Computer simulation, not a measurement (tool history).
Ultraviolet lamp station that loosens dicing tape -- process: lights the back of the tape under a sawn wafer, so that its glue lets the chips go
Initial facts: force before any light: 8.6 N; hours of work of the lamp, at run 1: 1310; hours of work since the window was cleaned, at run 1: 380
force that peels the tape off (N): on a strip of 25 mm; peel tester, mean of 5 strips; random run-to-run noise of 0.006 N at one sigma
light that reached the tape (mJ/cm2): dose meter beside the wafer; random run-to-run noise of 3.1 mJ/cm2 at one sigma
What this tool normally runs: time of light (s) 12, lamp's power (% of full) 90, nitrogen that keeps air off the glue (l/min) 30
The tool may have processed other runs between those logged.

run,hour,time of light (s),lamp's power (% of full),nitrogen that keeps air off the glue (l/min),hours of work of the lamp,hours of work since the window was cleaned,force that peels the tape off (N),light that reached the tape (mJ/cm2)
1,0,12,90,30,1310,380,0.351,388
2,61.8,12,90,30,1358,428,0.363,384
3,138.1,12,90,30,1418,488,0.376,381
4,215.1,12,90,30,1478,548,0.376,380
5,255.2,12,90,30,1509,580,0.388,373
6,297.9,12,83,30,1543,613,0.453,346
# hour 304.2: window cleaned of glue's vapour
7,358.1,12,83,30,1589,42,0.496,322
8,401.4,12,83,30,1623,76,0.506,320
9,484,12,78,11,1688,141,1.092,300
10,537.2,12,78,11,1729,182,1.105,292
11,606.7,19,64,30,1784,236,0.389,379
12,658.7,19,64,30,1824,277,0.38,373
# hour 684.8: lamp changed
13,713.6,19,64,30,22,319,0.277,479

Alternative continuations, all from the tool just after run 13; predict every row:
# hour 756.8: window cleaned of glue's vapour, once more
A,762.1,19,64,49,60,4,?,?
# hour 756.8: window cleaned of glue's vapour, once more
B,762.1,8,99,29,60,4,?,?
# hour 756.8: window cleaned of glue's vapour, once more
C,762.1,21,95,21,60,4,?,?

run,force that peels the tape off (N),light that reached the tape (mJ/cm2)
A,0.242,540
B,0.442,352
C,0.233,885
Without the tool's hidden state the same runs would have given:
run,force that peels the tape off (N),light that reached the tape (mJ/cm2)
A,0.241,545
B,0.436,355
C,0.233,893

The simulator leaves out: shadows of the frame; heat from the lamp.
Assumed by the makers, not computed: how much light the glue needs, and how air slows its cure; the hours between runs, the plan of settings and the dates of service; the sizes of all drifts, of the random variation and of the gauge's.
